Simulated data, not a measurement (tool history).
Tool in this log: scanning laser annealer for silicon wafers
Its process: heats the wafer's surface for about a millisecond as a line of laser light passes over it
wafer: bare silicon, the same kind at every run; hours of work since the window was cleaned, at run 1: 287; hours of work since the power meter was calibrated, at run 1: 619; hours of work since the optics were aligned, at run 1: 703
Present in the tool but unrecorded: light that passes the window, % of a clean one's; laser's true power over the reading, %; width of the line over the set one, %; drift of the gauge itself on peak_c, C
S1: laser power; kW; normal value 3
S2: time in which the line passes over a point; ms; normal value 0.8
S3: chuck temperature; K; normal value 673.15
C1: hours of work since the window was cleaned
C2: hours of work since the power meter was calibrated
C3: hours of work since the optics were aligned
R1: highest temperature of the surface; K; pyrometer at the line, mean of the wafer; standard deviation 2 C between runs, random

{"run": 1, "day": 0.0, "S1": 3, "S2": 0.8, "S3": 673.15, "C1": 287, "C2": 619, "C3": 703, "R1": 1466.15}
{"run": 2, "day": 1.988, "S1": 3, "S2": 0.8, "S3": 673.15, "C1": 323, "C2": 655, "C3": 739, "R1": 1457.15}
{"day": 3.875, "done": "window over the wafer cleaned"}
{"run": 3, "day": 4.708, "S1": 3.137, "S2": 0.8, "S3": 673.15, "C1": 15, "C2": 704, "C3": 788, "R1": 1551.15}
{"run": 4, "day": 6.479, "S1": 3, "S2": 0.8, "S3": 673.15, "C1": 48, "C2": 737, "C3": 820, "R1": 1501.15}
{"run": 5, "day": 9.567, "S1": 3, "S2": 0.8, "S3": 673.15, "C1": 105, "C2": 793, "C3": 877, "R1": 1486.15}
{"run": 6, "day": 12.538, "S1": 3, "S2": 0.746, "S3": 673.15, "C1": 160, "C2": 848, "C3": 932, "R1": 1454.15}
{"run": 7, "day": 14.175, "S1": 3, "S2": 0.746, "S3": 673.15, "C1": 190, "C2": 878, "C3": 962, "R1": 1451.15}
{"run": 8, "day": 15.883, "S1": 3, "S2": 0.921, "S3": 680.15, "C1": 221, "C2": 910, "C3": 994, "R1": 1534.15}
{"run": 9, "day": 17.642, "S1": 2.701, "S2": 0.8, "S3": 679.15, "C1": 254, "C2": 942, "C3": 1026, "R1": 1378.15}
{"run": 10, "day": 20.9, "S1": 3.264, "S2": 0.567, "S3": 702.15, "C1": 314, "C2": 1002, "C3": 1086, "R1": 1444.15}
{"day": 23.383, "done": "window over the wafer cleaned"}
{"run": 11, "day": 23.825, "S1": 3.266, "S2": 0.665, "S3": 673.15, "C1": 8, "C2": 1055, "C3": 1139, "R1": 1516.15}
{"run": 12, "day": 25.329, "S1": 3.266, "S2": 0.665, "S3": 673.15, "C1": 36, "C2": 1082, "C3": 1166, "R1": 1510.15}
{"run": 13, "day": 28.2, "S1": 3.207, "S2": 0.949, "S3": 673.15, "C1": 89, "C2": 1135, "C3": 1219, "R1": 1636.15}
{"run": 14, "day": 31.562, "S1": 2.694, "S2": 0.638, "S3": 644.15, "C1": 151, "C2": 1197, "C3": 1281, "R1": 1279.15}

Describe how what the log doesn't record of the tool's condition differs between the last listed run preceding each entry between runs and the first listed run following it.
Run 2 -> run 3: window over the wafer cleaned (day 3.875)
  light that passes the window, % of a clean one's: 95.22 -> 99.48; laser's true power over the reading, %: 0.13 -> 0.14; width of the line over the set one, %: 2.04 -> 2.15
  measured value less the no-hidden-state value, R1: -61 -> -19 K
Run 10 -> run 11: window over the wafer cleaned (day 23.383)
  light that passes the window, % of a clean one's: 95.69 -> 99.83; laser's true power over the reading, %: 0.2 -> 0.21; width of the line over the set one, %: 2.82 -> 2.94
  measured value less the no-hidden-state value, R1: -57 -> -18 K

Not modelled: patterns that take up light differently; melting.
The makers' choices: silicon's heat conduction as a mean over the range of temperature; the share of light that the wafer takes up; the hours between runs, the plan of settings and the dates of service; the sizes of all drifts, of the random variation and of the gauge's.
